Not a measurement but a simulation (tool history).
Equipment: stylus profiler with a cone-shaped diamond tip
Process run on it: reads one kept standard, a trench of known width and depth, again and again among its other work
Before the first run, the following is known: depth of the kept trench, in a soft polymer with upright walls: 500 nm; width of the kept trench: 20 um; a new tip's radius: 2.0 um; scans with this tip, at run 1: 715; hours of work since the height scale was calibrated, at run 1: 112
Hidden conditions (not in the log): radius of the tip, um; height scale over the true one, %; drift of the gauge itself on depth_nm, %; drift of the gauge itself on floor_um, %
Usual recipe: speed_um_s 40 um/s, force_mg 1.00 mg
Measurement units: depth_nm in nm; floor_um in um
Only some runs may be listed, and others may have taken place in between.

run    hour  speed_um_s  force_mg  scans with this tip  hours of work since the height scale was calibrated  depth_nm  floor_um
  1     0.0          40      1.00                  715                                                  112    502.13     16.90
  2    46.5          40      1.00                  844                                                  133    502.09     16.89
  3    83.4          40      1.00                  945                                                  149    502.69     16.95
  4   143.1          11      1.00                 1111                                                  175    502.37     17.20
  5   189.6         159      1.00                 1239                                                  195    502.45     15.93
  6   235.8         159      1.00                 1367                                                  215    502.54     15.92
  7   271.0          21      1.00                 1464                                                  230    502.68     17.02
  8   326.1          99      1.00                 1616                                                  254    502.75     16.42
  9   357.8          99      1.00                 1704                                                  268    502.72     16.35
 10   388.3          99      1.00                 1788                                                  281    502.42     16.33
 11   415.3          99      1.00                 1863                                                  293    502.56     16.41
 12   449.3          99      1.00                 1957                                                  308    502.35     16.37
 13   483.9          99      1.26                 2053                                                  323    503.27     16.44
 14   542.9          99      1.46                 2216                                                  349    503.61     16.48
 15   598.2          99      1.46                 2368                                                  373    503.61     16.47
 16   627.5          75      1.46                 2449                                                  385    503.57     16.63
 17   659.2          84      1.00                 2537                                                  399    502.74     16.45
 18   701.7          84      1.00                 2654                                                  418    502.98     16.46
 19   732.3          84      1.00                 2739                                                  431    503.13     16.46
 20   775.7          84      1.00                 2859                                                  450    503.06     16.45
 21   803.7          40      1.00                 2936                                                  462    503.25     16.79
 22   866.8          40      1.00                 3111                                                  489    503.05     16.81
 23   923.5          19      1.04                 3267                                                  514    503.42     16.93
 24   970.2          20      0.73                 3396                                                  534    502.75     16.95
 25  1031.3          20      1.04                 3566                                                  561    503.55     16.92
 26  1067.3          36      0.91                 3665                                                  577    503.06     16.76
 27  1115.2          36      0.91                 3797                                                  597    503.16     16.78
     1119.9  -- height scale calibrated on a step standard
 28  1167.3          36      0.91                 3940                                                   21    503.64     16.74
 29  1222.5          57      0.77                 4093                                                   45    503.55     16.52
 30  1270.9          56      0.35                 4226                                                   66    502.80     16.26
 31  1310.0          21      1.80                 4334                                                   83    505.13     16.95
 32  1368.1          37      0.35                 4495                                                  108    502.72     16.47
     1403.2  -- height scale calibrated on a step standard, once more
 33  1406.0          10      0.35                 4598                                                    1    501.12     16.88
 34  1446.2          16      1.00                 4710                                                   19    502.15     16.87
 35  1501.9          11      0.36                 4863                                                   43    501.18     16.88
 36  1554.9          12      2.19                 5010                                                   66    503.79     16.93
 37  1610.6          12      2.19                 5164                                                   90    503.83     16.94
 38  1646.1         142      2.78                 5262                                                  106    504.52     16.25
 39  1686.5         107      0.82                 5374                                                  123    501.92     15.91
 40  1749.3          38      0.52                 5547                                                  151    501.39     16.56
 41  1780.8         104      0.90                 5634                                                  164    502.00     16.00
 42  1822.1         104      1.06                 5748                                                  182    502.44     16.10
 43  1883.1         104      1.06                 5917                                                  209    502.58     16.12
 44  1935.9          87      0.88                 6063                                                  232    502.41     16.15

Alternative continuations, all from the tool just after run 44; predict every row:
  A  1993.9          11      0.70                 6223                                                  257         ?         ?
  B  1993.9          20      2.93                 6223                                                  257         ?         ?
  C  1993.9          91      1.00                 6223                                                  257         ?         ?
  D  1993.9          70      0.90                 6223                                                  257         ?         ?
  E  1993.9          60      1.67                 6223                                                  257         ?         ?

run  depth_nm  floor_um
  A    502.16     16.80
  B    504.93     16.80
  C    502.55     16.15
  D    502.58     16.33
  E    503.28     16.47
With no hidden state in the tool, these same runs would have given:
run  depth_nm  floor_um
  A    501.78     17.22
  B    504.55     17.22
  C    502.18     16.58
  D    502.21     16.75
  E    502.90     16.89

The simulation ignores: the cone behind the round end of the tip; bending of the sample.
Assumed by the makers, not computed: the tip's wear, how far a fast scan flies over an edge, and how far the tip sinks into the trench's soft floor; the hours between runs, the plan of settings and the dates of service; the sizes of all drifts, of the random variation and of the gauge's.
